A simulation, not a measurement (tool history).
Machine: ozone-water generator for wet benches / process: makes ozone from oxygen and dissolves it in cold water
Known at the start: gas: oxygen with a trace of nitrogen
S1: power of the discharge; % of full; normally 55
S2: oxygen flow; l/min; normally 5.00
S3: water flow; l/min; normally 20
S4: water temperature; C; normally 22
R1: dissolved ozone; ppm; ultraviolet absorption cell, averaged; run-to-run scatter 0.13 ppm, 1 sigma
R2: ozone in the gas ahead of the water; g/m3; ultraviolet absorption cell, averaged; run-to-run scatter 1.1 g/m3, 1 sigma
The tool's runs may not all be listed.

run 1 hour=0.0 | S1=55 S2=5.00 S3=20 S4=22 | R1=14.1 R2=195.7
run 2 hour=53.4 | S1=55 S2=5.00 S3=20 S4=22 | R1=13.9 R2=195.6
run 3 hour=87.7 | S1=55 S2=5.00 S3=20 S4=14 | R1=15.7 R2=196.1
run 4 hour=124.4 | S1=55 S2=5.00 S3=20 S4=14 | R1=15.6 R2=195.6
run 5 hour=150.4 | S1=55 S2=5.00 S3=20 S4=14 | R1=15.4 R2=197.1
run 6 hour=195.7 | S1=55 S2=5.00 S3=20 S4=14 | R1=15.7 R2=195.8
run 7 hour=255.8 | S1=55 S2=5.00 S3=20 S4=14 | R1=15.7 R2=195.0
run 8 hour=314.1 | S1=55 S2=5.00 S3=20 S4=22 | R1=14.1 R2=194.7
run 9 hour=370.3 | S1=55 S2=5.17 S3=20 S4=22 | R1=13.9 R2=191.6
run 10 hour=394.9 | S1=55 S2=5.17 S3=20 S4=22 | R1=13.9 R2=191.9
run 11 hour=424.0 | S1=55 S2=5.17 S3=20 S4=22 | R1=13.8 R2=190.5
run 12 hour=481.4 | S1=55 S2=5.17 S3=20 S4=22 | R1=13.6 R2=190.1
run 13 hour=519.1 | S1=55 S2=5.17 S3=20 S4=22 | R1=13.9 R2=191.2
run 14 hour=550.9 | S1=55 S2=5.17 S3=20 S4=22 | R1=13.7 R2=190.7
run 15 hour=591.1 | S1=55 S2=5.17 S3=20 S4=22 | R1=13.9 R2=189.7
-- hour=626.9 contactor cleaned
run 16 hour=640.9 | S1=48 S2=5.00 S3=20 S4=22 | R1=13.5 R2=177.6
run 17 hour=678.2 | S1=54 S2=3.11 S3=29 S4=20 | R1=10.3 R2=258.7
run 18 hour=734.4 | S1=55 S2=5.00 S3=23 S4=22 | R1=13.0 R2=193.1
run 19 hour=777.5 | S1=46 S2=4.32 S3=18 S4=23 | R1=13.9 R2=187.2
run 20 hour=825.0 | S1=88 S2=4.32 S3=18 S4=23 | R1=21.8 R2=289.1
run 21 hour=865.0 | S1=88 S2=4.32 S3=18 S4=23 | R1=21.4 R2=289.4
run 22 hour=907.1 | S1=67 S2=5.00 S3=20 S4=22 | R1=16.2 R2=220.8
run 23 hour=964.1 | S1=67 S2=5.00 S3=20 S4=22 | R1=16.5 R2=220.7
run 24 hour=1019.1 | S1=67 S2=5.00 S3=20 S4=22 | R1=16.6 R2=218.9
run 25 hour=1068.5 | S1=78 S2=5.00 S3=20 S4=22 | R1=18.0 R2=239.4
run 26 hour=1109.6 | S1=89 S2=3.50 S3=14 S4=28 | R1=24.2 R2=325.0
run 27 hour=1146.9 | S1=89 S2=3.50 S3=14 S4=28 | R1=24.4 R2=327.7
run 28 hour=1181.5 | S1=55 S2=6.98 S3=30 S4=19 | R1=10.5 R2=156.3
run 29 hour=1206.8 | S1=55 S2=5.56 S3=30 S4=19 | R1=10.7 R2=180.1
run 30 hour=1237.6 | S1=55 S2=5.56 S3=21 S4=23 | R1=13.5 R2=180.2
run 31 hour=1288.2 | S1=46 S2=2.98 S3=13 S4=20 | R1=19.2 R2=237.0
run 32 hour=1328.8 | S1=94 S2=7.79 S3=31 S4=22 | R1=13.5 R2=206.4

Pick out some run-to-run changes in R1. Of each, how much would a tool without hidden state show as well, from the settings, what came in and chance, and how much is left for the hidden state and any gauge scatter not in both results compared?
Hidden state at play: yield of the discharge, % of new electrodes'; contactor's efficiency, % of a clean one's; true water temperature over the reading, C; drift of the gauge itself on ozone_ppm, %; drift of the gauge itself on gas_g_m3, %.
Run 15 -> 16: S1 55 -> 48, S2 5.17 -> 5.00, contactor cleaned. R1 -0.4 ppm: hidden state +0.6, all else -1.0.
Run 19 -> 20: S1 46 -> 88. R1 +7.9 ppm: hidden state -0.4, all else +8.3.
Run 25 -> 26: S1 78 -> 89, S2 5.00 -> 3.50, S3 20 -> 14, S4 22 -> 28. R1 +6.2 ppm: hidden state -0.3, all else +6.5.
Run 27 -> 28: S1 89 -> 55, S2 3.50 -> 6.98, S3 14 -> 30, S4 28 -> 19. R1 -13.9 ppm: hidden state +0.5, all else -14.4.

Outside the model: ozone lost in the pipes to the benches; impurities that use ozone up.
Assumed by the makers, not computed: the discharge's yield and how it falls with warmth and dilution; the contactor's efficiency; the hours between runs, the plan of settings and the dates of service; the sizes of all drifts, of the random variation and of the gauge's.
